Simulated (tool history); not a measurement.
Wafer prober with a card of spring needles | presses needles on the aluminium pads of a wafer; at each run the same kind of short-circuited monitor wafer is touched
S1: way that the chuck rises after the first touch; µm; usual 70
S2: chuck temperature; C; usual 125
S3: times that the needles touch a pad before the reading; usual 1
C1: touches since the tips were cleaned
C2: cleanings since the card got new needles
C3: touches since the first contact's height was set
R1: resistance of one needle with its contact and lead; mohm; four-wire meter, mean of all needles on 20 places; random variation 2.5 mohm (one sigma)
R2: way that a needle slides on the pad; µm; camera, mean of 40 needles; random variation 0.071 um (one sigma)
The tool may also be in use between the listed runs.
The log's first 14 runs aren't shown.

| run | hour | S1 | S2 | S3 | C1 | C2 | C3 | R1 | R2 |
|---|---|---|---|---|---|---|---|---|---|
|  | 178 | tips cleaned on abrasive film |
|  | 185 | tips cleaned on abrasive film |
| 15 | 190.1 | 70 | 25 | 1 | 2871 | 33 | 125018 | 259 | 10.85 |
|  | 192.1 | tips cleaned on abrasive film |
|  | 198.3 | tips cleaned on abrasive film |
| 16 | 203.7 | 58 | 65 | 1 | 3014 | 35 | 132557 | 273 | 9.04 |
|  | 204.6 | tips cleaned on abrasive film |
|  | 211.3 | tips cleaned on abrasive film |
| 17 | 215.2 | 58 | 65 | 1 | 2227 | 37 | 138951 | 276 | 9 |
|  | 218.7 | tips cleaned on abrasive film |
|  | 225.1 | tips cleaned on abrasive film |
| 18 | 231.1 | 76 | 47 | 1 | 3368 | 39 | 147760 | 263 | 11.77 |
|  | 232.2 | tips cleaned on abrasive film |
|  | 238.4 | tips cleaned on abrasive film |
|  | 245 | tips cleaned on abrasive film |
| 19 | 247.9 | 63 | 42 | 1 | 1624 | 42 | 157029 | 264 | 9.75 |
|  | 252.1 | tips cleaned on abrasive film |
| 20 | 257.1 | 57 | 60 | 1 | 2862 | 43 | 162197 | 275 | 8.73 |
|  | 258.6 | tips cleaned on abrasive film |
|  | 265.9 | tips cleaned on abrasive film |
| 21 | 270 | 57 | 60 | 1 | 2259 | 45 | 169298 | 273 | 8.92 |
|  | 273 | tips cleaned on abrasive film |
|  | 279.5 | tips cleaned on abrasive film |
| 22 | 280.1 | 90 | 32 | 1 | 308 | 47 | 174888 | 262 | 13.99 |
|  | 286.2 | tips cleaned on abrasive film |
| 23 | 292.1 | 90 | 32 | 1 | 3314 | 48 | 181585 | 257 | 13.82 |

Forecast run 24:
|  | 293.4 | tips cleaned on abrasive film |
|  | 299.8 | tips cleaned on abrasive film |
| 24 | 302.3 | 70 | 46 | 1 | 1404 | 50 | 187244 | ? | ? |

Run 24 gave R1 266 mohm, R2 10.83 µm.
Without the tool's hidden state the same run would have given R1 266 mohm, R2 10.85 µm.
